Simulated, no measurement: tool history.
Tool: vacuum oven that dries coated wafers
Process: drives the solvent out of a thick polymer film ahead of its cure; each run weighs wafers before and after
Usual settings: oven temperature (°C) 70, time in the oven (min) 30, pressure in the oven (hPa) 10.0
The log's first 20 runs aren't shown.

run     day  oven temperature (°C)  time in the oven (min)  pressure in the oven (hPa)  solvent left in the film (%)
 21  23.604                     67                      25                        10.0                          3.37
 22  24.854                     81                      19                        12.6                          1.38
 23  26.275                     81                      33                         5.8                          0.34
 24  28.196                     66                      32                         8.7                          2.87
 25  29.862                     66                      32                         8.7                          2.84
     30.483  -- oven's thermocouples calibrated
 26  31.625                     66                      32                         8.7                          3.18
 27  32.504                     70                      54                        14.4                          1.60
 28  33.804                     74                      54                        12.3                          0.96
 29  35.479                     74                      34                        21.2                          2.11
 30  37.133                     74                      34                        21.2                          2.10
 31  38.983                     56                      17                        21.2                          8.17
 32  40.479                     55                      30                        10.0                          6.38
 33  41.821                     70                      24                        10.0                          3.16
 34  43.417                     79                      50                        19.4                          1.15
 35  44.679                     79                      50                        19.4                          1.16
 36  45.604                     79                      50                        19.4                          1.20
 37  46.617                     69                      50                        19.4                          2.23

Forecast each of these 4 alternatives for the next run:
  A  48.296                     72                      30                        10.0                             ?
  B  48.296                     85                      42                        11.6                             ?
  C  48.296                     61                      40                        30.1                             ?
  D  48.296                     67                      16                        10.0                             ?

run  solvent left in the film (%)
  A                          2.07
  B                          0.63
  C                          5.56
  D                          5.15
Without the tool's hidden state the same runs would have given:
run  solvent left in the film (%)
  A                          2.02
  B                          0.56
  C                          5.50
  D                          5.13
